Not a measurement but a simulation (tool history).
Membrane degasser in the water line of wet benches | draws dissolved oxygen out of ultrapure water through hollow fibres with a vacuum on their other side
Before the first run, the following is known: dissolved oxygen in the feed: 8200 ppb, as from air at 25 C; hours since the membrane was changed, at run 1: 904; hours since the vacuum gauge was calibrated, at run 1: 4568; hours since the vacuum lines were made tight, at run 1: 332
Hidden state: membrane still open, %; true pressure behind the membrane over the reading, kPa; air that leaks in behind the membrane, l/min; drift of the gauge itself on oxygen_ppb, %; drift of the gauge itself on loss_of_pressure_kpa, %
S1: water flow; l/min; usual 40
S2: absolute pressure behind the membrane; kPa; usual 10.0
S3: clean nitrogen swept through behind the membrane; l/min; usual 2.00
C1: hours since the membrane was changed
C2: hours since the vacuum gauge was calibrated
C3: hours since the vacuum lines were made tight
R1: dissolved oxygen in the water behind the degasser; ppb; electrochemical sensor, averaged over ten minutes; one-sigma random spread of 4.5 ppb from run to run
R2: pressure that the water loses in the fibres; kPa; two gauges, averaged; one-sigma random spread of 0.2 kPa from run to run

run 1 hour=0.0 | S1=40 S2=10.0 S3=2.00 | C1=904 C2=4568 C3=332 | R1=466.7 R2=42.09
run 2 hour=69.6 | S1=40 S2=18.4 S3=2.00 | C1=974 C2=4638 C3=402 | R1=799.5 R2=42.17
run 3 hour=122.6 | S1=40 S2=18.4 S3=2.00 | C1=1027 C2=4691 C3=455 | R1=787.7 R2=42.31
run 4 hour=173.6 | S1=40 S2=10.0 S3=2.95 | C1=1078 C2=4742 C3=506 | R1=381.8 R2=42.23
run 5 hour=268.3 | S1=40 S2=10.0 S3=2.95 | C1=1172 C2=4836 C3=601 | R1=382.2 R2=42.23
run 6 hour=321.0 | S1=40 S2=10.0 S3=2.95 | C1=1225 C2=4889 C3=653 | R1=388.2 R2=41.91
run 7 hour=369.3 | S1=40 S2=10.0 S3=2.95 | C1=1273 C2=4937 C3=702 | R1=376.5 R2=42.31
run 8 hour=425.6 | S1=40 S2=7.4 S3=2.00 | C1=1330 C2=4993 C3=758 | R1=369.4 R2=42.23
run 9 hour=491.7 | S1=40 S2=7.4 S3=2.00 | C1=1396 C2=5060 C3=824 | R1=355.1 R2=42.27
run 10 hour=572.5 | S1=40 S2=6.7 S3=2.00 | C1=1476 C2=5140 C3=905 | R1=340.3 R2=42.28
run 11 hour=651.5 | S1=40 S2=6.7 S3=2.00 | C1=1555 C2=5219 C3=984 | R1=338.4 R2=42.55

The logged runs with the hidden state left out (each run's random variation unchanged):
run=1 R1=450.6 R2=41.86
run=2 R1=784.2 R2=41.93
run=3 R1=772.3 R2=42.05
run=4 R1=368.3 R2=41.96
run=5 R1=368.2 R2=41.93
run=6 R1=373.7 R2=41.60
run=7 R1=362.2 R2=41.99
run=8 R1=349.8 R2=41.90
run=9 R1=336.0 R2=41.92
run=10 R1=319.7 R2=41.91
run=11 R1=317.5 R2=42.16
